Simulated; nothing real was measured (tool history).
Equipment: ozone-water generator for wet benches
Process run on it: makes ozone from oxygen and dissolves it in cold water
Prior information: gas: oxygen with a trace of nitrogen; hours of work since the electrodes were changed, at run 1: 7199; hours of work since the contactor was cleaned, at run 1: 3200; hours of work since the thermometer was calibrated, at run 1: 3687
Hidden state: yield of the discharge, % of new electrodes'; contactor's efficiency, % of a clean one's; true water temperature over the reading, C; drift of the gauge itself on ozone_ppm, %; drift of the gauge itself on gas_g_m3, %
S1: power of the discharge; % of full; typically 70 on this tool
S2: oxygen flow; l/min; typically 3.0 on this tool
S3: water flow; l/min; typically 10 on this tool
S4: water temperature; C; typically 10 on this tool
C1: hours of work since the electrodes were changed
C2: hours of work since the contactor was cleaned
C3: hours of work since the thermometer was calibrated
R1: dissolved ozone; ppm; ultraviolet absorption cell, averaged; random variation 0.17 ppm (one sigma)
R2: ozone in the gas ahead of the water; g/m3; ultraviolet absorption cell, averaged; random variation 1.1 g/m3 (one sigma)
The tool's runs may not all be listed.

{"run": 1, "hour": 0.0, "S1": 70, "S2": 3.0, "S3": 10, "S4": 10, "C1": 7199, "C2": 3200, "C3": 3687, "R1": 23.6, "R2": 185.9}
{"run": 2, "hour": 99.3, "S1": 70, "S2": 3.0, "S3": 10, "S4": 10, "C1": 7286, "C2": 3287, "C3": 3774, "R1": 23.7, "R2": 184.8}
{"run": 3, "hour": 229.0, "S1": 70, "S2": 3.0, "S3": 11, "S4": 10, "C1": 7400, "C2": 3401, "C3": 3888, "R1": 22.1, "R2": 187.6}
{"run": 4, "hour": 327.3, "S1": 70, "S2": 3.0, "S3": 11, "S4": 10, "C1": 7486, "C2": 3487, "C3": 3974, "R1": 22.1, "R2": 184.9}
{"run": 5, "hour": 484.9, "S1": 70, "S2": 3.0, "S3": 11, "S4": 10, "C1": 7624, "C2": 3625, "C3": 4112, "R1": 22.2, "R2": 185.8}
{"run": 6, "hour": 706.6, "S1": 70, "S2": 3.0, "S3": 11, "S4": 10, "C1": 7818, "C2": 3819, "C3": 4306, "R1": 22.0, "R2": 184.8}
{"run": 7, "hour": 890.4, "S1": 70, "S2": 3.0, "S3": 11, "S4": 10, "C1": 7979, "C2": 3980, "C3": 4467, "R1": 21.9, "R2": 186.6}
{"run": 8, "hour": 1001.0, "S1": 70, "S2": 3.0, "S3": 7, "S4": 10, "C1": 8076, "C2": 4077, "C3": 4564, "R1": 30.5, "R2": 185.5}
{"run": 9, "hour": 1095.0, "S1": 52, "S2": 3.0, "S3": 7, "S4": 10, "C1": 8158, "C2": 4159, "C3": 4646, "R1": 26.0, "R2": 158.4}
{"run": 10, "hour": 1204.3, "S1": 70, "S2": 3.0, "S3": 10, "S4": 13, "C1": 8254, "C2": 4255, "C3": 4742, "R1": 22.6, "R2": 186.7}
{"hour": 1241.5, "done": "water thermometer calibrated"}
{"run": 11, "hour": 1384.0, "S1": 70, "S2": 3.0, "S3": 10, "S4": 13, "C1": 8411, "C2": 4412, "C3": 125, "R1": 22.9, "R2": 187.2}
{"run": 12, "hour": 1534.0, "S1": 72, "S2": 2.2, "S3": 8, "S4": 8, "C1": 8542, "C2": 4543, "C3": 256, "R1": 30.1, "R2": 232.6}
{"run": 13, "hour": 1748.2, "S1": 72, "S2": 2.2, "S3": 8, "S4": 8, "C1": 8730, "C2": 4731, "C3": 444, "R1": 29.9, "R2": 234.1}
{"run": 14, "hour": 1957.7, "S1": 72, "S2": 2.2, "S3": 8, "S4": 8, "C1": 8913, "C2": 4914, "C3": 627, "R1": 30.2, "R2": 233.5}

Estimate the outcome of run 15 from the log above:
{"run": 15, "hour": 2091.4, "S1": 72, "S2": 2.2, "S3": 8, "S4": 8, "C1": 9031, "C2": 5031, "C3": 744, "R1": "?", "R2": "?"}

Run 15 produced R1 29.9 ppm, R2 232.9 g/m3.
Take away the tool's hidden state, keep the run-to-run variation as it was, and the same run would have given R1 29.9 ppm, R2 233.6 g/m3.
